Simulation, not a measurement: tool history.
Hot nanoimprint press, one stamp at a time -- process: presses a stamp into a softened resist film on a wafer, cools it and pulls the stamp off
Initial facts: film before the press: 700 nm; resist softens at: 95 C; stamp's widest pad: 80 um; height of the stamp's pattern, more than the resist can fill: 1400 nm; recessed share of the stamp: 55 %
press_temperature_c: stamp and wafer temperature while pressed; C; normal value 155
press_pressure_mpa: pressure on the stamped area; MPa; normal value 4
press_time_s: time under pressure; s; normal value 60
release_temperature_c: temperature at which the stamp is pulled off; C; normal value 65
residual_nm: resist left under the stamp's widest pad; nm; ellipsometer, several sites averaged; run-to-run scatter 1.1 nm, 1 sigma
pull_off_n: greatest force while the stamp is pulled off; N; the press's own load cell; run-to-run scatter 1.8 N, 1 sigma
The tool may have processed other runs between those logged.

run	day	press_temperature_c	press_pressure_mpa	press_time_s	release_temperature_c	residual_nm	pull_off_n
1	0	155	4	60	65	352.9	214
2	0.571	155	4	60	65	354	210
3	1.117	155	4	60	65	354.2	212
4	1.621	155	4	60	65	352.9	216
5	2.238	155	4	60	65	352.8	217
6	2.646	155	4	60	59	354.5	240
7	3.312	155	4	60	59	354.4	238
8	3.667	155	4	60	59	355.1	241
9	3.954	155	4	60	59	350.5	241
10	4.346	155	3.29	60	65	385.2	223
11	4.775	155	4	111	65	281.8	223
12	5.275	155	4	60	65	355.4	224
13	5.633	155	4	60	65	357.7	227
14	5.938	155	2.43	98	65	365.5	224
15	6.258	165	2.6	62	66	244.7	223
16	6.754	155	6.1	114	65	229.3	227
17	7.346	155	4	63	56	350.3	259
18	8.008	151	5.5	39	69	443.8	219
19	8.304	151	2.76	39	64	539.1	231
20	8.708	151	2.76	39	64	542.3	233
21	9.196	151	2.76	39	64	544.2	239
22	9.504	155	4	60	59	357.5	256
23	9.862	155	4	60	59	355.6	256
24	10.396	165	3.52	62	54	212.7	279
25	11.071	155	3.63	40	65	423.1	237

Measured minus without-hidden-state, run by run (identical run-to-run variation in each term; gauge scatter may differ):
The hidden state here: true temperature over the reading, C; pressure that arrives at the usual setting, %; grip of the stamp's worn release coat, % over a new coat's; drift of the gauge itself on residual_nm, %; drift of the gauge itself on pull_off_n, %.
run	residual_nm	pull_off_n
1	+6.3	+1
2	+6.6	+2
3	+6.8	+4
4	+7	+4
5	+7.3	+6
6	+7.6	+7
7	+7.8	+8
8	+8	+9
9	+8	+10
10	+8.2	+11
11	+7.4	+11
12	+8.6	+12
13	+8.9	+13
14	+8.4	+14
15	+5.9	+14
16	+7.8	+16
17	+9.6	+19
18	+11.5	+18
19	+8.7	+19
20	+9	+20
21	+9.2	+22
22	+10.8	+24
23	+10.9	+24
24	+6.7	+27
25	+11.6	+25

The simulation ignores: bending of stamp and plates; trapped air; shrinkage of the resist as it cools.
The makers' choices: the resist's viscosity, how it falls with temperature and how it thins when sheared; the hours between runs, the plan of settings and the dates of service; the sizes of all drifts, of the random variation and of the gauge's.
